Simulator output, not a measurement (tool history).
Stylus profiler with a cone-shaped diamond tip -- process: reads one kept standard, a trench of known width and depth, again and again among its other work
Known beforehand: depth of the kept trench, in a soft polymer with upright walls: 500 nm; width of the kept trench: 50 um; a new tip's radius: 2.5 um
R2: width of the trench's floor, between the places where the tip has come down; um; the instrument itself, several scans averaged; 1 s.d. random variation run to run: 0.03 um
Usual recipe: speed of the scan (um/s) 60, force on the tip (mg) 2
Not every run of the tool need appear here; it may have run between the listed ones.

{"run": 1, "hour": 0.0, "speed of the scan (um/s)": 60, "force on the tip (mg)": 2, "depth of the trench (Å)": 5066.3, "R2": 46.63}
{"run": 2, "hour": 33.4, "speed of the scan (um/s)": 60, "force on the tip (mg)": 2, "depth of the trench (Å)": 5063.9, "R2": 46.63}
{"run": 3, "hour": 66.5, "speed of the scan (um/s)": 60, "force on the tip (mg)": 1.02, "depth of the trench (Å)": 5034.9, "R2": 46.49}
{"run": 4, "hour": 96.2, "speed of the scan (um/s)": 60, "force on the tip (mg)": 1.25, "depth of the trench (Å)": 5044.9, "R2": 46.52}
{"run": 5, "hour": 136.1, "speed of the scan (um/s)": 60, "force on the tip (mg)": 1.25, "depth of the trench (Å)": 5041.1, "R2": 46.5}
{"run": 6, "hour": 177.1, "speed of the scan (um/s)": 60, "force on the tip (mg)": 1.94, "depth of the trench (Å)": 5059.2, "R2": 46.6}
{"run": 7, "hour": 204.7, "speed of the scan (um/s)": 60, "force on the tip (mg)": 1.94, "depth of the trench (Å)": 5061.2, "R2": 46.58}
{"run": 8, "hour": 235.3, "speed of the scan (um/s)": 60, "force on the tip (mg)": 1.25, "depth of the trench (Å)": 5041.5, "R2": 46.49}
{"run": 9, "hour": 260.3, "speed of the scan (um/s)": 60, "force on the tip (mg)": 1.25, "depth of the trench (Å)": 5041.5, "R2": 46.52}
{"run": 10, "hour": 283.0, "speed of the scan (um/s)": 20, "force on the tip (mg)": 2, "depth of the trench (Å)": 5058.5, "R2": 46.74}
{"run": 11, "hour": 320.7, "speed of the scan (um/s)": 20, "force on the tip (mg)": 2.44, "depth of the trench (Å)": 5072.4, "R2": 46.76}
{"run": 12, "hour": 345.8, "speed of the scan (um/s)": 38, "force on the tip (mg)": 2.49, "depth of the trench (Å)": 5069.5, "R2": 46.69}
{"run": 13, "hour": 387.7, "speed of the scan (um/s)": 60, "force on the tip (mg)": 1.36, "depth of the trench (Å)": 5043.9, "R2": 46.5}
{"run": 14, "hour": 407.6, "speed of the scan (um/s)": 54, "force on the tip (mg)": 1.73, "depth of the trench (Å)": 5053.4, "R2": 46.56}
{"run": 15, "hour": 435.1, "speed of the scan (um/s)": 54, "force on the tip (mg)": 1.73, "depth of the trench (Å)": 5053.6, "R2": 46.57}
{"run": 16, "hour": 478.8, "speed of the scan (um/s)": 142, "force on the tip (mg)": 4.48, "depth of the trench (Å)": 5111.7, "R2": 46.41}
{"run": 17, "hour": 509.5, "speed of the scan (um/s)": 189, "force on the tip (mg)": 4.59, "depth of the trench (Å)": 5112.1, "R2": 46.24}
{"run": 18, "hour": 536.8, "speed of the scan (um/s)": 54, "force on the tip (mg)": 5.36, "depth of the trench (Å)": 5126.6, "R2": 46.67}
{"run": 19, "hour": 569.7, "speed of the scan (um/s)": 17, "force on the tip (mg)": 5.76, "depth of the trench (Å)": 5132, "R2": 46.86}

Each row is a separate what-if for the run after 19, all from the same tool condition, not one after another. Results?
{"run": "A", "hour": 591.8, "speed of the scan (um/s)": 66, "force on the tip (mg)": 2, "depth of the trench (Å)": "?", "R2": "?"}
{"run": "B", "hour": 591.8, "speed of the scan (um/s)": 19, "force on the tip (mg)": 3.27, "depth of the trench (Å)": "?", "R2": "?"}
{"run": "C", "hour": 591.8, "speed of the scan (um/s)": 224, "force on the tip (mg)": 3.56, "depth of the trench (Å)": "?", "R2": "?"}
{"run": "D", "hour": 591.8, "speed of the scan (um/s)": 144, "force on the tip (mg)": 1.73, "depth of the trench (Å)": "?", "R2": "?"}

run=A depth_of_the_trench_(Å)=5057.8 R2=46.54
run=B depth_of_the_trench_(Å)=5089.2 R2=46.77
run=C depth_of_the_trench_(Å)=5093.5 R2=46
run=D depth_of_the_trench_(Å)=5051.3 R2=46
Stripped of hidden state, with their random variation kept, the same runs would have yielded:
run=A depth_of_the_trench_(Å)=5071.1 R2=46.67
run=B depth_of_the_trench_(Å)=5102.5 R2=46.9
run=C depth_of_the_trench_(Å)=5106.8 R2=46.13
run=D depth_of_the_trench_(Å)=5064.6 R2=46.13
